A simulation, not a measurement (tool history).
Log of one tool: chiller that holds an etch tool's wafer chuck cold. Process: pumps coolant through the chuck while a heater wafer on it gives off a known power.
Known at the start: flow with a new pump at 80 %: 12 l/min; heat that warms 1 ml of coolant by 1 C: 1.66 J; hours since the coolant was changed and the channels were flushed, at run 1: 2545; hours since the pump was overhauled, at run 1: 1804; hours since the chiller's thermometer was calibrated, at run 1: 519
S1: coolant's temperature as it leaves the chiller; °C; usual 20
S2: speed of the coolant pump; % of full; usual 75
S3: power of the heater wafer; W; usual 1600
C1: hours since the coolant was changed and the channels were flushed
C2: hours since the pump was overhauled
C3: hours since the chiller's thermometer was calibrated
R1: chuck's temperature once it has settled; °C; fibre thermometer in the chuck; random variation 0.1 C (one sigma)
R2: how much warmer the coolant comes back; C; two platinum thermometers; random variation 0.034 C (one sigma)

Run 1, hour 0: usual settings; C1 2545; C2 1804; C3 519. Result: R1 32.8 °C, R2 5.2 C.
Run 2, hour 56.3: usual settings but S3 906 W; C1 2602; C2 1861; C3 576. Result: R1 27.1 °C, R2 2.86 C.
Run 3, hour 102.9: usual settings but S3 906 W; C1 2648; C2 1907; C3 622. Result: R1 27.4 °C, R2 2.95 C.
Run 4, hour 157.4: usual settings but S1 12 °C; C1 2703; C2 1962; C3 677. Result: R1 24.9 °C, R2 5.08 C.
Run 5, hour 198.1: usual settings but S1 12 °C; C1 2743; C2 2002; C3 717. Result: R1 24.9 °C, R2 5.08 C.
Run 6, hour 230.5: usual settings but S1 18 °C; C1 2776; C2 2035; C3 750. Result: R1 30.7 °C, R2 5.06 C.
Run 7, hour 271.8: usual settings but S1 18 °C; C1 2817; C2 2076; C3 791. Result: R1 30.7 °C, R2 5.05 C.
Run 8, hour 314.6: usual settings but S2 70 % of full; C1 2860; C2 2119; C3 834. Result: R1 33.7 °C, R2 5.45 C.
Run 9, hour 351.7: usual settings but S1 25 °C, S2 70 % of full; C1 2897; C2 2156; C3 871. Result: R1 38.6 °C, R2 5.39 C.
Run 10, hour 399.1: usual settings; C1 2944; C2 2203; C3 918. Result: R1 32.8 °C, R2 5.03 C.
Run 11, hour 456.4: usual settings but S2 85 % of full; C1 3002; C2 2261; C3 976. Result: R1 31.1 °C, R2 4.21 C.
Run 12, hour 515.7: usual settings but S2 85 % of full; C1 3061; C2 2320; C3 1035. Result: R1 31.3 °C, R2 4.24 C.
Run 13, hour 566.3: usual settings but S2 85 % of full; C1 3112; C2 2371; C3 1085. Result: R1 31.5 °C, R2 4.2 C.
Run 14, hour 615.4: usual settings but S2 85 % of full; C1 3161; C2 2420; C3 1135. Result: R1 31.4 °C, R2 4.17 C.
Run 15, hour 670: usual settings but S2 85 % of full; C1 3215; C2 2474; C3 1189. Result: R1 31.4 °C, R2 4.13 C.
At hour 695.6: gauge calibrated.
Run 16, hour 707.9: usual settings; C1 3253; C2 2512; C3 1227. Result: R1 33 °C, R2 5.18 C.
Run 17, hour 769.1: usual settings but S2 65 % of full, S3 1836 W; C1 3314; C2 2573; C3 1288. Result: R1 36.8 °C, R2 6.95 C.
Run 18, hour 827.9: usual settings but S2 65 % of full, S3 1836 W; C1 3373; C2 2632; C3 1347. Result: R1 36.8 °C, R2 6.92 C.
Run 19, hour 881.1: usual settings but S2 65 % of full, S3 1836 W; C1 3426; C2 2685; C3 1400. Result: R1 36.7 °C, R2 6.89 C.

The next listed run, before its measurement:
Run 20, hour 933.7: usual settings but S2 65 % of full, S3 1836 W; C1 3479; C2 2738; C3 1453. Result: R1 ?, R2 ?.

R1: 36.8 °C
R2: 6.87 C
Without the tool's hidden state the same run would have given R1 36.8 °C, R2 7.01 C.

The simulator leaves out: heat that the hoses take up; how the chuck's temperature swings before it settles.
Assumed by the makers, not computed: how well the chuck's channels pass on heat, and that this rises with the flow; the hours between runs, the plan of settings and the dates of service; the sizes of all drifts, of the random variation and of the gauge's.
